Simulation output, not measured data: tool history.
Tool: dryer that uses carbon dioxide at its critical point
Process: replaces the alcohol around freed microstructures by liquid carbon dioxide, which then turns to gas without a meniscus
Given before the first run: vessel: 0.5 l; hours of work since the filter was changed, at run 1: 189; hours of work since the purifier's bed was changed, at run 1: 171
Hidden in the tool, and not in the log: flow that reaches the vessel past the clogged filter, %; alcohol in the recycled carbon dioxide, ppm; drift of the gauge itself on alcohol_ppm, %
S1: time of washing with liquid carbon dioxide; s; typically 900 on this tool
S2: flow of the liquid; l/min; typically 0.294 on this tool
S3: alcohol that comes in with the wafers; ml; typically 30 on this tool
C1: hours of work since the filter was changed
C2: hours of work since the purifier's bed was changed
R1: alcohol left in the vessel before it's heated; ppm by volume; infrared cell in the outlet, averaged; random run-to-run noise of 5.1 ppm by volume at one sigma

{"run": 1, "hour": 0.0, "S1": 900, "S2": 0.294, "S3": 30, "C1": 189, "C2": 171, "R1": 90}
{"run": 2, "hour": 6.8, "S1": 900, "S2": 0.294, "S3": 30, "C1": 192, "C2": 174, "R1": 96}
{"run": 3, "hour": 16.1, "S1": 900, "S2": 0.294, "S3": 30, "C1": 196, "C2": 178, "R1": 87}
{"run": 4, "hour": 28.3, "S1": 900, "S2": 0.294, "S3": 30, "C1": 202, "C2": 184, "R1": 109}
{"run": 5, "hour": 36.4, "S1": 900, "S2": 0.294, "S3": 30, "C1": 206, "C2": 188, "R1": 100}
{"run": 6, "hour": 48.4, "S1": 900, "S2": 0.294, "S3": 30, "C1": 211, "C2": 193, "R1": 95}
{"run": 7, "hour": 56.2, "S1": 900, "S2": 0.294, "S3": 30, "C1": 215, "C2": 197, "R1": 97}
{"run": 8, "hour": 68.1, "S1": 900, "S2": 0.294, "S3": 30, "C1": 220, "C2": 202, "R1": 99}
{"run": 9, "hour": 77.5, "S1": 900, "S2": 0.294, "S3": 30, "C1": 225, "C2": 207, "R1": 108}

Run 10 has not been measured yet. What should we expect?
{"run": 10, "hour": 88.6, "S1": 900, "S2": 0.294, "S3": 30, "C1": 230, "C2": 212, "R1": "?"}

{"run 10": {"R1": 106}}
Without the tool's hidden state the same run would have given R1 49 ppm by volume.

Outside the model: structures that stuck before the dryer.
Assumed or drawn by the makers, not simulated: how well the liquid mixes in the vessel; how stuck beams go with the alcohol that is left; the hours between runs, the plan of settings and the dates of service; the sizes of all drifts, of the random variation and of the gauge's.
